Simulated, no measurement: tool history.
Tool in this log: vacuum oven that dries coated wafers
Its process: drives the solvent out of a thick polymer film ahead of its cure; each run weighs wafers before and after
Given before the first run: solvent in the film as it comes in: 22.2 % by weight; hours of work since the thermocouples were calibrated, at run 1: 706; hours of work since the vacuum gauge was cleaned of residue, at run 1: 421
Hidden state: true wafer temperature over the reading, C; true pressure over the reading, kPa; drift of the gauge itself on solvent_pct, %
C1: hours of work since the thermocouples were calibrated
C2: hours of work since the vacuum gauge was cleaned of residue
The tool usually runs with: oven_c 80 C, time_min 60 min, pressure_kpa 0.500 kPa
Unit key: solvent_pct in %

{"run": 1, "day": 0.0, "oven_c": 80, "time_min": 60, "pressure_kpa": 0.5, "C1": 706, "C2": 421, "solvent_pct": 2.81}
{"run": 2, "day": 4.017, "oven_c": 80, "time_min": 60, "pressure_kpa": 0.5, "C1": 775, "C2": 490, "solvent_pct": 2.81}
{"run": 3, "day": 7.154, "oven_c": 80, "time_min": 60, "pressure_kpa": 0.5, "C1": 829, "C2": 543, "solvent_pct": 2.81}
{"run": 4, "day": 10.442, "oven_c": 80, "time_min": 60, "pressure_kpa": 0.5, "C1": 885, "C2": 600, "solvent_pct": 2.78}
{"run": 5, "day": 14.346, "oven_c": 80, "time_min": 60, "pressure_kpa": 0.5, "C1": 952, "C2": 667, "solvent_pct": 2.77}
{"run": 6, "day": 18.142, "oven_c": 80, "time_min": 60, "pressure_kpa": 0.5, "C1": 1017, "C2": 732, "solvent_pct": 2.78}
{"run": 7, "day": 21.329, "oven_c": 80, "time_min": 60, "pressure_kpa": 0.5, "C1": 1072, "C2": 786, "solvent_pct": 2.76}
{"run": 8, "day": 23.454, "oven_c": 80, "time_min": 60, "pressure_kpa": 0.5, "C1": 1108, "C2": 822, "solvent_pct": 2.73}
{"day": 23.842, "done": "vacuum gauge cleaned of residue and calibrated"}
{"run": 9, "day": 25.546, "oven_c": 80, "time_min": 60, "pressure_kpa": 0.5, "C1": 1143, "C2": 29, "solvent_pct": 2.79}
{"run": 10, "day": 28.35, "oven_c": 80, "time_min": 60, "pressure_kpa": 0.5, "C1": 1191, "C2": 77, "solvent_pct": 2.78}
{"day": 29.788, "done": "vacuum gauge cleaned of residue and calibrated, once more"}
{"run": 11, "day": 30.212, "oven_c": 80, "time_min": 60, "pressure_kpa": 1.614, "C1": 1221, "C2": 7, "solvent_pct": 3.19}
{"run": 12, "day": 33.858, "oven_c": 83, "time_min": 32, "pressure_kpa": 0.876, "C1": 1284, "C2": 70, "solvent_pct": 5.46}
{"day": 36.729, "done": "oven's thermocouples calibrated"}
{"run": 13, "day": 37.517, "oven_c": 92, "time_min": 32, "pressure_kpa": 0.681, "C1": 13, "C2": 131, "solvent_pct": 3.59}
{"run": 14, "day": 40.833, "oven_c": 92, "time_min": 32, "pressure_kpa": 0.681, "C1": 70, "C2": 188, "solvent_pct": 3.51}
{"run": 15, "day": 43.546, "oven_c": 90, "time_min": 61, "pressure_kpa": 0.681, "C1": 117, "C2": 234, "solvent_pct": 1.25}
{"run": 16, "day": 46.325, "oven_c": 69, "time_min": 30, "pressure_kpa": 1.497, "C1": 164, "C2": 282, "solvent_pct": 11.53}

Measured minus without-hidden-state, run by run (identical run-to-run variation in each term; gauge scatter may differ):
run=1 solvent_pct=-0.27
run=2 solvent_pct=-0.28
run=3 solvent_pct=-0.30
run=4 solvent_pct=-0.31
run=5 solvent_pct=-0.33
run=6 solvent_pct=-0.34
run=7 solvent_pct=-0.36
run=8 solvent_pct=-0.36
run=9 solvent_pct=-0.32
run=10 solvent_pct=-0.34
run=11 solvent_pct=-0.52
run=12 solvent_pct=-0.63
run=13 solvent_pct=+0.15
run=14 solvent_pct=+0.13
run=15 solvent_pct=+0.07
run=16 solvent_pct=+0.13
